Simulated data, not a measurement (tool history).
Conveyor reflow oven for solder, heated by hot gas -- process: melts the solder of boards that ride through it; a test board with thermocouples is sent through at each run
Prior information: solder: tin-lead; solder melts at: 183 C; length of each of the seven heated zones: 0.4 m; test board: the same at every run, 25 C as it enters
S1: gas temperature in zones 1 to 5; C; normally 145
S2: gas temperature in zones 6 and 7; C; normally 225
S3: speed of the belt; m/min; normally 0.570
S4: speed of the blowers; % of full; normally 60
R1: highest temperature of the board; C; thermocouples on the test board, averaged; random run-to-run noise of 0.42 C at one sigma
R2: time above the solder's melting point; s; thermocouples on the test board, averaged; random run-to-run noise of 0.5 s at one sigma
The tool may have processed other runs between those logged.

| run | hour | S1 | S2 | S3 | S4 | R1 | R2 |
|---|---|---|---|---|---|---|---|
| 1 | 0.0 | 145 | 225 | 0.570 | 60 | 208.8 | 57.3 |
| 2 | 66.6 | 145 | 225 | 0.570 | 60 | 208.3 | 58.4 |
| 3 | 134.6 | 145 | 225 | 0.570 | 60 | 208.0 | 57.5 |
|  | 168.3 | flux residue cleaned out of gas plates and filters |
| 4 | 196.2 | 145 | 225 | 0.570 | 60 | 209.5 | 58.4 |
| 5 | 267.5 | 145 | 225 | 0.570 | 60 | 208.1 | 58.2 |
| 6 | 342.3 | 145 | 225 | 0.570 | 60 | 208.5 | 58.3 |
| 7 | 434.0 | 145 | 229 | 0.570 | 60 | 211.6 | 60.3 |
| 8 | 485.3 | 145 | 225 | 0.570 | 60 | 207.3 | 56.2 |
|  | 513.7 | flux residue cleaned out of gas plates and filters |
| 9 | 575.2 | 145 | 225 | 0.570 | 60 | 208.5 | 58.3 |
| 10 | 644.0 | 145 | 225 | 0.570 | 60 | 208.1 | 57.3 |
| 11 | 734.7 | 145 | 225 | 0.570 | 60 | 207.8 | 57.2 |
| 12 | 800.2 | 145 | 225 | 0.570 | 60 | 206.9 | 56.8 |
|  | 863.6 | flux residue cleaned out of gas plates and filters |
|  | 873.1 | thermocouples of zones 6 and 7 changed |
| 13 | 883.8 | 145 | 225 | 0.570 | 60 | 210.7 | 60.6 |
|  | 899.2 | belt drive overhauled, speed set with a stopwatch |
| 14 | 962.6 | 145 | 225 | 0.570 | 60 | 209.3 | 59.1 |
| 15 | 1014.3 | 145 | 225 | 0.570 | 60 | 209.8 | 58.0 |
| 16 | 1095.9 | 146 | 225 | 0.570 | 60 | 209.5 | 59.2 |
| 17 | 1184.5 | 146 | 225 | 0.570 | 60 | 208.6 | 58.1 |
|  | 1217.0 | flux residue cleaned out of gas plates and filters |
| 18 | 1227.1 | 146 | 225 | 0.570 | 60 | 210.0 | 60.2 |
| 19 | 1294.1 | 144 | 224 | 0.484 | 60 | 212.3 | 73.2 |
| 20 | 1353.8 | 145 | 225 | 0.672 | 60 | 203.0 | 41.7 |
| 21 | 1398.1 | 145 | 226 | 0.570 | 60 | 209.6 | 58.6 |
| 22 | 1467.6 | 145 | 226 | 0.570 | 60 | 209.7 | 57.7 |
| 23 | 1504.5 | 130 | 215 | 0.599 | 74 | 198.4 | 38.0 |
| 24 | 1550.5 | 135 | 229 | 0.570 | 56 | 207.9 | 51.7 |
|  | 1561.1 | flux residue cleaned out of gas plates and filters |
| 25 | 1631.9 | 151 | 231 | 0.520 | 81 | 221.6 | 80.4 |
| 26 | 1708.6 | 151 | 231 | 0.520 | 81 | 221.0 | 80.7 |
| 27 | 1784.8 | 157 | 231 | 0.520 | 81 | 221.5 | 83.7 |
| 28 | 1853.1 | 157 | 231 | 0.675 | 86 | 216.4 | 60.9 |
|  | 1909.0 | flux residue cleaned out of gas plates and filters |
| 29 | 1938.5 | 131 | 217 | 0.478 | 54 | 202.1 | 54.9 |
| 30 | 1991.1 | 131 | 217 | 0.621 | 50 | 191.8 | 22.9 |
| 31 | 2080.7 | 151 | 225 | 0.604 | 60 | 207.4 | 55.4 |

Predict each of these 3 candidate next runs independently; none follows another, all start after run 31:
| A | 2162.8 | 151 | 225 | 0.604 | 86 | ? | ? |
| B | 2162.8 | 151 | 225 | 0.503 | 60 | ? | ? |
| C | 2162.8 | 138 | 224 | 0.545 | 60 | ? | ? |

| run | R1 | R2 |
|---|---|---|
| A | 212.1 | 62.9 |
| B | 212.2 | 73.2 |
| C | 207.6 | 55.6 |
With the hidden condition removed and each run's random variation left untouched, the same runs would have given:
| run | R1 | R2 |
|---|---|---|
| A | 215.1 | 64.8 |
| B | 214.9 | 75.2 |
| C | 210.4 | 58.6 |
